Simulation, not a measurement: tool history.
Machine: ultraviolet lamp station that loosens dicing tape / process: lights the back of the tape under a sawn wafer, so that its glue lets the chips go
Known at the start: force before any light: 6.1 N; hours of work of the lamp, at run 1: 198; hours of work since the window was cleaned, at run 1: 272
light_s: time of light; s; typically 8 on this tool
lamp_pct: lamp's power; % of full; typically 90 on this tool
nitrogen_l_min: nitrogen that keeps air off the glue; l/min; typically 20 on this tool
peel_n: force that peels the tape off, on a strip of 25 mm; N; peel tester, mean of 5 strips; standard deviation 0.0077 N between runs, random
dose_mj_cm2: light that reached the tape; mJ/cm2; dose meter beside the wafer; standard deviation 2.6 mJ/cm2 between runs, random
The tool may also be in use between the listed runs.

run	hour	light_s	lamp_pct	nitrogen_l_min	hours of work of the lamp	hours of work since the window was cleaned	peel_n	dose_mj_cm2
1	0	8	90	20	198	272	0.374	278
2	6.3	8	60	20	201	276	0.737	182
3	15.9	8	90	20	207	281	0.367	274
4	20.2	8	90	20	209	284	0.362	276
5	27.7	8	90	20	214	288	0.369	274
6	34.8	8	90	24	218	293	0.345	271
7	42.6	8	90	20	223	297	0.381	273
8	51.6	8	90	20	228	302	0.398	271
9	56.1	8	65	20	231	305	0.664	197
10	65.8	8	90	14	236	311	0.468	265
11	73.7	8	93	22	241	316	0.358	281
12	79.9	8	90	20	245	319	0.392	271
13	87.9	8	95	37	249	324	0.284	282
14	95.5	5	98	11	254	328	1.077	175
15	103.5	8	93	8	259	333	0.679	273

Run 16 is up next; what results do you expect?
16	111.1	7	90	11	263	338	?	?

{"run 16": {"peel_n": 0.712, "dose_mj_cm2": 234}}
Had the tool carried no hidden state, the very same run would have given peel_n 0.505 N, dose_mj_cm2 284 mJ/cm2.
